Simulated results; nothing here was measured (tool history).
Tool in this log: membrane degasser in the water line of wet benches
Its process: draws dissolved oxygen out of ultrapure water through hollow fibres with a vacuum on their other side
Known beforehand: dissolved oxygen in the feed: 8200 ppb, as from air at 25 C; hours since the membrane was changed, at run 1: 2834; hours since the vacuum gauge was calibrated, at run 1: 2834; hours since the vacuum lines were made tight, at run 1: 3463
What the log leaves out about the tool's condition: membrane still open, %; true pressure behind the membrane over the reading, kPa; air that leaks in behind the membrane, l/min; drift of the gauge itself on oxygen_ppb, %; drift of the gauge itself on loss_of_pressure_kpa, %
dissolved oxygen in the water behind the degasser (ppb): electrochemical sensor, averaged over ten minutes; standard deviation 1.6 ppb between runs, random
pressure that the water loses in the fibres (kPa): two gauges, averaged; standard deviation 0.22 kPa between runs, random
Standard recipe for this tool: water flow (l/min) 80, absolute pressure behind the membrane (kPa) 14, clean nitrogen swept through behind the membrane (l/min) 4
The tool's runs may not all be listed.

| run | day | water flow (l/min) | absolute pressure behind the membrane (kPa) | clean nitrogen swept through behind the membrane (l/min) | hours since the membrane was changed | hours since the vacuum gauge was calibrated | hours since the vacuum lines were made tight | dissolved oxygen in the water behind the degasser (ppb) | pressure that the water loses in the fibres (kPa) |
|---|---|---|---|---|---|---|---|---|---|
| 1 | 0 | 80 | 14 | 4 | 2834 | 2834 | 3463 | 505.9 | 53.2 |
| 2 | 8.979 | 80 | 25.7 | 4 | 3050 | 3050 | 3679 | 947 | 52.98 |
| 3 | 17.267 | 80 | 25.7 | 4 | 3249 | 3249 | 3878 | 941.7 | 52.88 |
| 4 | 26.979 | 80 | 14 | 6.78 | 3482 | 3482 | 4111 | 337.6 | 53.05 |
| 5 | 32.933 | 80 | 18.2 | 4 | 3625 | 3625 | 4254 | 671.7 | 53.24 |
| 6 | 41.583 | 53 | 14 | 4 | 3832 | 3832 | 4461 | 333.9 | 35.43 |
| 7 | 51.162 | 53 | 14 | 4 | 4062 | 4062 | 4691 | 333.2 | 35.67 |
| 8 | 59.575 | 53 | 14 | 4 | 4264 | 4264 | 4893 | 336.2 | 35.32 |
| 9 | 66.117 | 53 | 14 | 4 | 4421 | 4421 | 5050 | 335.5 | 35.46 |
| 10 | 71.483 | 53 | 14 | 4 | 4550 | 4550 | 5179 | 335.5 | 35.53 |
| 11 | 78.371 | 53 | 14 | 4 | 4715 | 4715 | 5344 | 335 | 35.34 |
| 12 | 85.85 | 53 | 14 | 4 | 4895 | 4895 | 5524 | 336.3 | 35.25 |
| 13 | 94.638 | 53 | 14 | 4 | 5106 | 5106 | 5735 | 333.9 | 35.35 |
| 14 | 100.225 | 80 | 12.6 | 4 | 5240 | 5240 | 5869 | 455 | 53.6 |
| 15 | 104.533 | 80 | 14 | 4 | 5343 | 5343 | 5972 | 512.5 | 53.34 |
| 16 | 113.183 | 80 | 14 | 4 | 5551 | 5551 | 6180 | 509.4 | 53.39 |
| 17 | 122.496 | 80 | 14 | 4 | 5774 | 5774 | 6403 | 507.2 | 53.5 |
| 18 | 131.221 | 80 | 14 | 4 | 5984 | 5984 | 6613 | 514.7 | 53.7 |
| 19 | 139.996 | 50 | 9.9 | 4 | 6194 | 6194 | 6823 | 206.3 | 33.68 |
| 20 | 147.196 | 49 | 13.5 | 4.96 | 6367 | 6367 | 6996 | 248 | 32.97 |
| 21 | 156.717 | 49 | 13.5 | 4.96 | 6596 | 6596 | 7225 | 247.9 | 33.14 |
|  | 162.483 | seals of the vacuum lines changed |
| 22 | 162.483 | 49 | 13.5 | 4.96 | 6732 | 6732 | 0 | 248.7 | 33.32 |
| 23 | 171.842 | 57 | 9.8 | 4 | 6957 | 6957 | 225 | 233.1 | 38.45 |
| 24 | 178.412 | 113 | 14 | 10.7 | 7114 | 7114 | 382 | 390.8 | 76.51 |
| 25 | 183.188 | 78 | 14 | 4 | 7229 | 7229 | 497 | 499.1 | 52.75 |
| 26 | 190.212 | 98 | 14.8 | 4.47 | 7398 | 7398 | 666 | 620.5 | 66.11 |
| 27 | 196.733 | 98 | 14.8 | 4.47 | 7554 | 7554 | 822 | 618.7 | 66.29 |
|  | 199.958 | vacuum gauge calibrated |
| 28 | 205.429 | 61 | 30.6 | 8.65 | 7762 | 131 | 1030 | 459.2 | 41.33 |
| 29 | 210.042 | 61 | 14.1 | 8.65 | 7873 | 242 | 1141 | 201.4 | 41.36 |
| 30 | 219.933 | 87 | 14.1 | 8.65 | 8110 | 479 | 1378 | 316.5 | 59.23 |
| 31 | 225.242 | 87 | 14.1 | 8.65 | 8238 | 607 | 1506 | 316.5 | 59.39 |

A few steps of dissolved oxygen in the water behind the degasser (ppb) between consecutive runs. Split each: what settings, incoming material and random variation would produce without the hidden state, and what is left over for the hidden state, along with gauge scatter present in only one of the two compared results (measured, and without hidden state):
Run 1 -> 2: absolute pressure behind the membrane (kPa) 14 -> 25.7. dissolved oxygen in the water behind the degasser (ppb) +441.1: hidden state +0.6, all else +440.5.
Run 3 -> 4: absolute pressure behind the membrane (kPa) 25.7 -> 14, clean nitrogen swept through behind the membrane (l/min) 4 -> 6.78. dissolved oxygen in the water behind the degasser (ppb) -604.1: hidden state -1, all else -603.1.
Run 5 -> 6: water flow (l/min) 80 -> 53, absolute pressure behind the membrane (kPa) 18.2 -> 14. dissolved oxygen in the water behind the degasser (ppb) -337.8: hidden state -2.7, all else -335.1.
Run 18 -> 19: water flow (l/min) 80 -> 50, absolute pressure behind the membrane (kPa) 14 -> 9.9. dissolved oxygen in the water behind the degasser (ppb) -308.4: hidden state -5.7, all else -302.7.
Run 23 -> 24: water flow (l/min) 57 -> 113, absolute pressure behind the membrane (kPa) 9.8 -> 14, clean nitrogen swept through behind the membrane (l/min) 4 -> 10.7. dissolved oxygen in the water behind the degasser (ppb) +157.7: hidden state +9.1, all else +148.6.
Run 27 -> 28: water flow (l/min) 98 -> 61, absolute pressure behind the membrane (kPa) 14.8 -> 30.6, clean nitrogen swept through behind the membrane (l/min) 4.47 -> 8.65, vacuum gauge calibrated. dissolved oxygen in the water behind the degasser (ppb) -159.5: hidden state -15.8, all else -143.7.
